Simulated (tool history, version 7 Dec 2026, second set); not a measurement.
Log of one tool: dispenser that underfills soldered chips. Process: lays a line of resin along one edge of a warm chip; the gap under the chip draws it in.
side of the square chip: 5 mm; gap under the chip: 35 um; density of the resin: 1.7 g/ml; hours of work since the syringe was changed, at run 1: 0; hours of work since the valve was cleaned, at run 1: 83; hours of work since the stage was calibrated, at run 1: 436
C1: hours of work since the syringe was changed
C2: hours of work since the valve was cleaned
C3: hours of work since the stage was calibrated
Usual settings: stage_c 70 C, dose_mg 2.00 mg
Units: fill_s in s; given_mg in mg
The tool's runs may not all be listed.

Run 1, day 0.000: usual settings; C1 0; C2 83; C3 436. Result: fill_s 31.0 s, given_mg 1.953 mg.
Run 2, day 0.308: usual settings; C1 6; C2 89; C3 442. Result: fill_s 45.5 s, given_mg 1.952 mg.
At day 0.508: new syringe of resin.
Run 3, day 0.862: usual settings but stage_c 84 C; C1 6; C2 99; C3 452. Result: fill_s 26.2 s, given_mg 1.949 mg.
At day 1.025: new syringe of resin.
Run 4, day 1.162: usual settings but stage_c 84 C; C1 2; C2 104; C3 457. Result: fill_s 19.8 s, given_mg 1.935 mg.
At day 1.525: new syringe of resin.
Run 5, day 1.667: usual settings; C1 3; C2 113; C3 466. Result: fill_s 37.0 s, given_mg 1.940 mg.
Run 6, day 1.962: usual settings; C1 8; C2 118; C3 471. Result: fill_s 52.8 s, given_mg 1.933 mg.
At day 2.033: new syringe of resin.
At day 2.358: dispensing valve cleaned and set on the balance.
Run 7, day 2.479: usual settings but dose_mg 2.23 mg; C1 7; C2 2; C3 480. Result: fill_s 48.4 s, given_mg 2.243 mg.
At day 2.600: new syringe of resin.
Run 8, day 2.929: usual settings but stage_c 79 C, dose_mg 2.23 mg; C1 6; C2 10; C3 488. Result: fill_s 29.9 s, given_mg 2.235 mg.
At day 3.104: new syringe of resin.
Run 9, day 3.296: usual settings; C1 4; C2 17; C3 494. Result: fill_s 39.2 s, given_mg 1.988 mg.
At day 3.629: new syringe of resin.
Run 10, day 3.842: usual settings but dose_mg 1.79 mg; C1 4; C2 26; C3 504. Result: fill_s 41.7 s, given_mg 1.779 mg.
Run 11, day 4.096: usual settings; C1 8; C2 31; C3 508. Result: fill_s 55.3 s, given_mg 1.970 mg.
At day 4.158: new syringe of resin.
Run 12, day 4.592: usual settings; C1 8; C2 40; C3 517. Result: fill_s 53.1 s, given_mg 1.975 mg.
At day 4.650: new syringe of resin.
Run 13, day 5.038: usual settings; C1 7; C2 47; C3 525. Result: fill_s 50.2 s, given_mg 1.984 mg.
At day 5.167: new syringe of resin.
Run 14, day 5.338: usual settings; C1 3; C2 53; C3 530. Result: fill_s 37.9 s, given_mg 1.963 mg.
Run 15, day 5.604: usual settings; C1 8; C2 58; C3 535. Result: fill_s 51.5 s, given_mg 1.965 mg.
At day 5.692: new syringe of resin.
Run 16, day 6.067: usual settings; C1 7; C2 66; C3 543. Result: fill_s 50.5 s, given_mg 1.962 mg.
At day 6.204: new syringe of resin.
Run 17, day 6.629: usual settings; C1 8; C2 76; C3 553. Result: fill_s 52.1 s, given_mg 1.957 mg.
At day 6.708: new syringe of resin.
Run 18, day 6.925: usual settings but stage_c 79 C, dose_mg 2.29 mg; C1 4; C2 81; C3 558. Result: fill_s 26.5 s, given_mg 2.242 mg.
At day 7.229: new syringe of resin.
Run 19, day 7.267: usual settings but stage_c 64 C, dose_mg 2.18 mg; C1 1; C2 87; C3 564. Result: fill_s 43.8 s, given_mg 2.122 mg.
Run 20, day 7.562: usual settings but stage_c 63 C, dose_mg 2.02 mg; C1 6; C2 92; C3 570. Result: fill_s 66.2 s, given_mg 1.958 mg.
At day 7.721: new syringe of resin.
Run 21, day 7.900: usual settings but stage_c 73 C, dose_mg 2.49 mg; C1 3; C2 98; C3 575. Result: fill_s 33.5 s, given_mg 2.427 mg.
Run 22, day 8.183: usual settings but stage_c 69 C, dose_mg 1.73 mg; C1 8; C2 103; C3 581. Result: fill_s 62.6 s, given_mg 1.689 mg.
At day 8.229: new syringe of resin.
Run 23, day 8.550: usual settings but stage_c 80 C, dose_mg 2.51 mg; C1 6; C2 110; C3 587. Result: fill_s 29.1 s, given_mg 2.432 mg.
At day 8.721: new syringe of resin.
Run 24, day 8.892: usual settings but stage_c 80 C, dose_mg 2.51 mg; C1 3; C2 116; C3 593. Result: fill_s 25.2 s, given_mg 2.417 mg.
At day 9.242: new syringe of resin.
At day 9.417: dispensing valve cleaned and set on the balance.
Run 25, day 9.454: usual settings but stage_c 73 C, dose_mg 2.18 mg; C1 3; C2 1; C3 602. Result: fill_s 34.1 s, given_mg 2.172 mg.
At day 9.779: new syringe of resin.
Run 26, day 9.962: usual settings but stage_c 73 C, dose_mg 2.18 mg; C1 3; C2 10; C3 611. Result: fill_s 34.0 s, given_mg 2.153 mg.
At day 10.304: new syringe of resin.
Run 27, day 10.496: usual settings but stage_c 61 C, dose_mg 1.89 mg; C1 4; C2 19; C3 621. Result: fill_s 63.0 s, given_mg 1.857 mg.
At day 10.804: new syringe of resin.
Run 28, day 10.912: usual settings but stage_c 62 C, dose_mg 1.72 mg; C1 2; C2 26; C3 628. Result: fill_s 54.3 s, given_mg 1.701 mg.
At day 11.296: new syringe of resin.
Run 29, day 11.358: usual settings but dose_mg 2.12 mg; C1 1; C2 34; C3 636. Result: fill_s 34.9 s, given_mg 2.084 mg.
Run 30, day 11.671: usual settings but dose_mg 2.12 mg; C1 7; C2 40; C3 641. Result: fill_s 51.2 s, given_mg 2.078 mg.
At day 11.788: new syringe of resin.
Run 31, day 12.133: usual settings but stage_c 73 C, dose_mg 2.55 mg; C1 6; C2 48; C3 650. Result: fill_s 41.9 s, given_mg 2.497 mg.
At day 12.275: new syringe of resin.
Run 32, day 12.525: usual settings but stage_c 73 C, dose_mg 2.55 mg; C1 5; C2 55; C3 657. Result: fill_s 37.0 s, given_mg 2.495 mg.
At day 12.783: new syringe of resin.
Run 33, day 12.821: usual settings but stage_c 73 C, dose_mg 2.55 mg; C1 1; C2 60; C3 662. Result: fill_s 29.0 s, given_mg 2.482 mg.
At day 13.288: new syringe of resin.
Run 34, day 13.350: usual settings but stage_c 73 C, dose_mg 2.55 mg; C1 1; C2 69; C3 671. Result: fill_s 29.4 s, given_mg 2.494 mg.

3 ways to go on from here, each from the tool as it stands after run 34. What would each give?
Run A, day 13.612: usual settings but stage_c 78 C, dose_mg 1.98 mg; C1 6; C2 74; C3 676. Result: fill_s ?, given_mg ?.
Run B, day 13.612: usual settings but stage_c 66 C, dose_mg 2.54 mg; C1 6; C2 74; C3 676. Result: fill_s ?, given_mg ?.
Run C, day 13.612: usual settings but stage_c 81 C, dose_mg 2.45 mg; C1 6; C2 74; C3 676. Result: fill_s ?, given_mg ?.

run  fill_s  given_mg
  A    33.8     1.919
  B    55.2     2.456
  C    28.3     2.385
Without the tool's hidden state the same runs would have given:
run  fill_s  given_mg
  A    19.0     1.975
  B    31.0     2.528
  C    16.2     2.454
